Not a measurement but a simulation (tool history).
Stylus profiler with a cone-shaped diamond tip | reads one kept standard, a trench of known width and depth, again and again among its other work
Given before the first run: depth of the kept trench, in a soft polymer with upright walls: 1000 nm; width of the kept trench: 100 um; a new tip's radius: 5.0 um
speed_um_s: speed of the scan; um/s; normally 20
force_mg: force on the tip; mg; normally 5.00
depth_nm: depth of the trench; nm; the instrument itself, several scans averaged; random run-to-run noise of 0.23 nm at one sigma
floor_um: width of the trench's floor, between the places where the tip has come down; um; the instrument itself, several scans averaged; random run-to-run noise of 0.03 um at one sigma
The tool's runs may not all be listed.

| run | hour | speed_um_s | force_mg | depth_nm | floor_um |
|---|---|---|---|---|---|
| 1 | 0.0 | 20 | 5.00 | 1008.80 | 93.33 |
| 2 | 17.1 | 20 | 5.00 | 1009.01 | 93.34 |
| 3 | 28.3 | 20 | 5.00 | 1009.19 | 93.34 |
| 4 | 44.6 | 20 | 5.00 | 1009.02 | 93.29 |
| 5 | 54.2 | 20 | 5.00 | 1008.98 | 93.28 |
| 6 | 72.3 | 20 | 5.00 | 1008.87 | 93.27 |
| 7 | 92.1 | 56 | 5.00 | 1009.05 | 93.22 |
| 8 | 104.8 | 20 | 3.78 | 1006.92 | 93.28 |
| 9 | 117.3 | 20 | 10.62 | 1015.15 | 93.27 |
| 10 | 133.0 | 18 | 10.62 | 1014.94 | 93.34 |
| 11 | 142.5 | 25 | 5.00 | 1008.79 | 93.22 |
| 12 | 153.6 | 25 | 5.00 | 1008.98 | 93.32 |
| 13 | 165.4 | 20 | 5.00 | 1009.09 | 93.28 |
| 14 | 183.8 | 20 | 8.12 | 1012.43 | 93.28 |
| 15 | 205.5 | 20 | 2.31 | 1004.61 | 93.21 |
| 16 | 220.3 | 20 | 2.31 | 1004.55 | 93.15 |
| 17 | 230.8 | 20 | 2.31 | 1004.74 | 93.22 |
| 18 | 242.3 | 20 | 2.31 | 1004.68 | 93.18 |
| 19 | 251.9 | 20 | 7.51 | 1011.89 | 93.21 |
| 20 | 270.9 | 11 | 7.51 | 1011.83 | 93.25 |
|  | 272.6 | height scale calibrated on a step standard |
| 21 | 285.3 | 11 | 7.51 | 1011.56 | 93.21 |
| 22 | 306.8 | 11 | 7.51 | 1011.80 | 93.24 |
| 23 | 318.0 | 17 | 7.51 | 1011.61 | 93.23 |
| 24 | 329.1 | 17 | 7.51 | 1011.47 | 93.16 |
| 25 | 342.4 | 15 | 6.20 | 1009.91 | 93.20 |
| 26 | 352.5 | 64 | 3.56 | 1006.20 | 92.92 |
| 27 | 365.7 | 22 | 5.77 | 1009.53 | 93.13 |
|  | 367.6 | height scale calibrated on a step standard, once more |
| 28 | 378.6 | 22 | 5.77 | 1011.16 | 93.14 |
| 29 | 394.8 | 22 | 5.77 | 1011.12 | 93.10 |
| 30 | 416.6 | 22 | 5.77 | 1011.17 | 93.13 |
| 31 | 431.0 | 22 | 5.77 | 1011.60 | 93.13 |
| 32 | 440.6 | 19 | 12.89 | 1018.78 | 93.10 |
| 33 | 454.0 | 22 | 9.96 | 1016.22 | 93.14 |
| 34 | 466.0 | 22 | 9.96 | 1016.00 | 93.15 |
| 35 | 486.8 | 22 | 9.96 | 1015.67 | 93.14 |
| 36 | 499.3 | 5 | 3.92 | 1008.48 | 93.14 |
| 37 | 520.9 | 5 | 3.92 | 1008.93 | 93.12 |
| 38 | 531.5 | 5 | 3.92 | 1008.62 | 93.13 |
| 39 | 552.9 | 19 | 1.74 | 1004.87 | 92.96 |
| 40 | 570.5 | 31 | 5.00 | 1010.02 | 92.99 |
| 41 | 584.1 | 72 | 8.32 | 1013.62 | 92.87 |
| 42 | 600.5 | 54 | 4.83 | 1009.85 | 92.85 |
| 43 | 616.4 | 24 | 4.83 | 1009.80 | 92.99 |
| 44 | 630.9 | 24 | 4.83 | 1009.68 | 93.00 |
| 45 | 640.1 | 38 | 5.00 | 1010.17 | 92.96 |

A few steps of depth_nm between consecutive runs. Split each: what settings, incoming material and random variation would produce without the hidden state, and what is left over for the hidden state, along with gauge scatter present in only one of the two compared results (measured, and without hidden state):
Hidden state at play: radius of the tip, um; height scale over the true one, %; drift of the gauge itself on depth_nm, %; drift of the gauge itself on floor_um, %.
Run 8 -> 9: force_mg 3.78 -> 10.62. depth_nm +8.23 nm: hidden state -0.02, all else +8.25.
Run 13 -> 14: force_mg 5.00 -> 8.12. depth_nm +3.34 nm: hidden state -0.03, all else +3.37.
Run 14 -> 15: force_mg 8.12 -> 2.31. depth_nm -7.82 nm: hidden state -0.01, all else -7.81.
Run 18 -> 19: force_mg 2.31 -> 7.51. depth_nm +7.21 nm: hidden state -0.02, all else +7.23.
Run 20 -> 21: height scale calibrated on a step standard. depth_nm -0.27 nm: hidden state -0.21, all else -0.06.
Run 27 -> 28: height scale calibrated on a step standard, once more. depth_nm +1.63 nm: hidden state +1.77, all else -0.14.
